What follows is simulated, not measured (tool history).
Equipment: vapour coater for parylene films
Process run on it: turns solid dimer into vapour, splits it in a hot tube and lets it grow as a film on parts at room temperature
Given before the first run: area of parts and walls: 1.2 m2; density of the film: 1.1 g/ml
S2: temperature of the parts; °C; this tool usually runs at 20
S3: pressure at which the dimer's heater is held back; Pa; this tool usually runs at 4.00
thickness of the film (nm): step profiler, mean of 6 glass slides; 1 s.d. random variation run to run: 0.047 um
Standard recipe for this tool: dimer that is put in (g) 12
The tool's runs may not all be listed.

Run 1, hour 0.0: usual settings. Result: thickness of the film (nm) 5320.
Run 2, hour 21.6: usual settings. Result: thickness of the film (nm) 5290.
Run 3, hour 37.3: usual settings. Result: thickness of the film (nm) 5230.
Run 4, hour 52.5: usual settings. Result: thickness of the film (nm) 5360.
Run 5, hour 75.7: usual settings. Result: thickness of the film (nm) 5290.
Run 6, hour 91.1: usual settings. Result: thickness of the film (nm) 5300.
Run 7, hour 108.0: usual settings but S3 2.05 Pa. Result: thickness of the film (nm) 5650.
Run 8, hour 132.0: usual settings but S3 2.05 Pa. Result: thickness of the film (nm) 5550.
Run 9, hour 158.9: usual settings but S3 2.05 Pa. Result: thickness of the film (nm) 5680.
Run 10, hour 172.7: usual settings but S2 22 °C. Result: thickness of the film (nm) 5000.
Run 11, hour 192.3: usual settings but S2 22 °C. Result: thickness of the film (nm) 5030.
Run 12, hour 205.7: usual settings but dimer that is put in (g) 6. Result: thickness of the film (nm) 2630.
Run 13, hour 225.7: usual settings but dimer that is put in (g) 7. Result: thickness of the film (nm) 3080.
Run 14, hour 242.4: usual settings. Result: thickness of the film (nm) 5210.
Run 15, hour 270.6: usual settings. Result: thickness of the film (nm) 5240.
At hour 283.4: trap's valve overhauled.
Run 16, hour 290.6: usual settings. Result: thickness of the film (nm) 5250.
Run 17, hour 310.1: usual settings. Result: thickness of the film (nm) 5310.
Run 18, hour 325.9: usual settings. Result: thickness of the film (nm) 5280.
Run 19, hour 343.1: usual settings. Result: thickness of the film (nm) 5320.
Run 20, hour 363.9: usual settings but dimer that is put in (g) 8, S2 16 °C, S3 2.62 Pa. Result: thickness of the film (nm) 4040.
Run 21, hour 383.3: usual settings but dimer that is put in (g) 8, S2 16 °C, S3 2.62 Pa. Result: thickness of the film (nm) 4100.
Run 22, hour 403.3: usual settings but dimer that is put in (g) 11, S2 25 °C. Result: thickness of the film (nm) 4320.
Run 23, hour 426.2: usual settings but dimer that is put in (g) 11, S2 21 °C, S3 7.15 Pa. Result: thickness of the film (nm) 4480.
Run 24, hour 442.7: usual settings but S2 25 °C, S3 5.80 Pa. Result: thickness of the film (nm) 4560.
Run 25, hour 463.3: usual settings but dimer that is put in (g) 17, S2 26 °C, S3 5.80 Pa. Result: thickness of the film (nm) 6270.
Run 26, hour 486.4: usual settings but dimer that is put in (g) 17, S2 26 °C, S3 5.80 Pa. Result: thickness of the film (nm) 6230.
Run 27, hour 505.3: usual settings but dimer that is put in (g) 7, S3 3.48 Pa. Result: thickness of the film (nm) 3130.
Run 28, hour 526.9: usual settings but dimer that is put in (g) 11, S3 9.54 Pa. Result: thickness of the film (nm) 4510.
Run 29, hour 545.9: usual settings but dimer that is put in (g) 6, S2 15 °C, S3 5.46 Pa. Result: thickness of the film (nm) 2920.
Run 30, hour 573.1: usual settings but dimer that is put in (g) 6, S2 15 °C, S3 5.46 Pa. Result: thickness of the film (nm) 2890.
Run 31, hour 591.3: usual settings but dimer that is put in (g) 15, S2 12 °C. Result: thickness of the film (nm) 8080.
Run 32, hour 613.6: usual settings but dimer that is put in (g) 8, S2 14 °C, S3 4.54 Pa. Result: thickness of the film (nm) 4000.
Run 33, hour 632.4: usual settings but dimer that is put in (g) 8, S2 17 °C, S3 4.54 Pa. Result: thickness of the film (nm) 3740.

Alternative continuations, all from the tool just after run 33; predict every row:
Run A, hour 653.2: usual settings but dimer that is put in (g) 7. Result: thickness of the film (nm) ?.
Run B, hour 653.2: usual settings but dimer that is put in (g) 19, S2 17 °C, S3 4.54 Pa. Result: thickness of the film (nm) ?.
Run C, hour 653.2: usual settings but dimer that is put in (g) 15, S3 2.68 Pa. Result: thickness of the film (nm) ?.

run  thickness of the film (nm)
  A                        3130
  B                        8850
  C                        6820
With the hidden condition removed and each run's random variation left untouched, the same runs would have given:
run  thickness of the film (nm)
  A                        3140
  B                        8900
  C                        6860

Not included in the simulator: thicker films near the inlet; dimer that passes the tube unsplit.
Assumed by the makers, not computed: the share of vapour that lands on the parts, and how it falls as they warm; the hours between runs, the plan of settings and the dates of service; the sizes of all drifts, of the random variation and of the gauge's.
